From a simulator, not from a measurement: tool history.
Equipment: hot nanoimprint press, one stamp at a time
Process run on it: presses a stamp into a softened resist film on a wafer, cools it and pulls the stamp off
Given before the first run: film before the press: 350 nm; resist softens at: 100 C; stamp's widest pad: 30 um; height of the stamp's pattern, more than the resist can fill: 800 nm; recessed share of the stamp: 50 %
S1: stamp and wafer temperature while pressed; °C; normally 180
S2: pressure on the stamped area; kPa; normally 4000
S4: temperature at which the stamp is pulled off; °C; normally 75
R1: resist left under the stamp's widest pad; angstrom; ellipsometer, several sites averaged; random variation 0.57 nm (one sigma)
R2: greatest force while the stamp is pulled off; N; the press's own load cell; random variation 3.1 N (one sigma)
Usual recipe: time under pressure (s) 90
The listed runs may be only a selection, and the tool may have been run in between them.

Run 1, day 0.000: usual settings. Result: R1 1230 angstrom, R2 216 N.
Run 2, day 0.392: usual settings. Result: R1 1241 angstrom, R2 216 N.
Run 3, day 0.579: usual settings. Result: R1 1248 angstrom, R2 220 N.
Run 4, day 0.888: usual settings. Result: R1 1240 angstrom, R2 221 N.
Run 5, day 1.188: usual settings. Result: R1 1251 angstrom, R2 215 N.
Run 6, day 1.433: usual settings. Result: R1 1250 angstrom, R2 225 N.
Run 7, day 1.783: usual settings. Result: R1 1257 angstrom, R2 219 N.
Run 8, day 1.971: usual settings. Result: R1 1260 angstrom, R2 225 N.
Run 9, day 2.212: usual settings. Result: R1 1257 angstrom, R2 221 N.
Run 10, day 2.475: usual settings. Result: R1 1264 angstrom, R2 219 N.
Run 11, day 2.771: usual settings but time under pressure (s) 146. Result: R1 1054 angstrom, R2 217 N.
Run 12, day 2.962: usual settings but time under pressure (s) 60. Result: R1 1460 angstrom, R2 220 N.
Run 13, day 3.204: usual settings but time under pressure (s) 60. Result: R1 1472 angstrom, R2 222 N.
Run 14, day 3.604: usual settings but time under pressure (s) 60. Result: R1 1481 angstrom, R2 220 N.
Run 15, day 3.925: usual settings but S1 185 °C, time under pressure (s) 60. Result: R1 1221 angstrom, R2 220 N.
Run 16, day 4.229: usual settings but S1 185 °C, time under pressure (s) 60. Result: R1 1228 angstrom, R2 221 N.
At day 4.262: gauge calibrated.
Run 17, day 4.529: usual settings but time under pressure (s) 60, S4 74 °C. Result: R1 1440 angstrom, R2 223 N.
Run 18, day 4.696: usual settings but S1 177 °C, S2 3630 kPa, time under pressure (s) 51, S4 74 °C. Result: R1 1783 angstrom, R2 225 N.
Run 19, day 5.079: usual settings but S1 181 °C, S2 3770 kPa, time under pressure (s) 46, S4 74 °C. Result: R1 1585 angstrom, R2 229 N.
Run 20, day 5.296: usual settings but S1 178 °C, S2 4170 kPa, time under pressure (s) 105, S4 67 °C. Result: R1 1244 angstrom, R2 261 N.
Run 21, day 5.533: usual settings but S1 190 °C, time under pressure (s) 102. Result: R1 806 angstrom, R2 224 N.
Run 22, day 5.812: usual settings but S1 179 °C, S2 4620 kPa, time under pressure (s) 110, S4 76 °C. Result: R1 1109 angstrom, R2 216 N.
Run 23, day 6.171: usual settings but S1 179 °C, S2 4620 kPa, S4 69 °C. Result: R1 1200 angstrom, R2 252 N.
Run 24, day 6.533: usual settings but S1 190 °C, S2 3100 kPa, time under pressure (s) 75, S4 77 °C. Result: R1 1063 angstrom, R2 208 N.
Run 25, day 6.858: usual settings but S1 186 °C, S2 4020 kPa, time under pressure (s) 159, S4 63 °C. Result: R1 796 angstrom, R2 272 N.
Run 26, day 7.200: usual settings but S1 186 °C, S2 4020 kPa, time under pressure (s) 159, S4 63 °C. Result: R1 795 angstrom, R2 276 N.
Run 27, day 7.558: usual settings but S2 4650 kPa, S4 78 °C. Result: R1 1171 angstrom, R2 201 N.
Run 28, day 7.933: usual settings but time under pressure (s) 96, S4 65 °C. Result: R1 1246 angstrom, R2 265 N.
Run 29, day 8.129: usual settings but time under pressure (s) 93, S4 74 °C. Result: R1 1259 angstrom, R2 229 N.

The logged runs with the hidden state left out (each run's random variation unchanged):
What the log doesn't record here: true temperature over the reading, C; pressure that arrives at the usual setting, %; grip of the stamp's worn release coat, % over a new coat's; drift of the gauge itself on residual_nm, %; drift of the gauge itself on pull_off_n, %.
run    R1
  1  1229
  2  1236
  3  1241
  4  1231
  5  1239
  6  1237
  7  1241
  8  1242
  9  1237
 10  1242
 11  1034
 12  1431
 13  1440
 14  1445
 15  1189
 16  1194
 17  1435
 18  1775
 19  1574
 20  1234
 21   798
 22  1096
 23  1183
 24  1045
 25   781
 26   779
 27  1145
 28  1215
 29  1226
For R2, the value without the hidden state is never more than 2 N from the measured value.
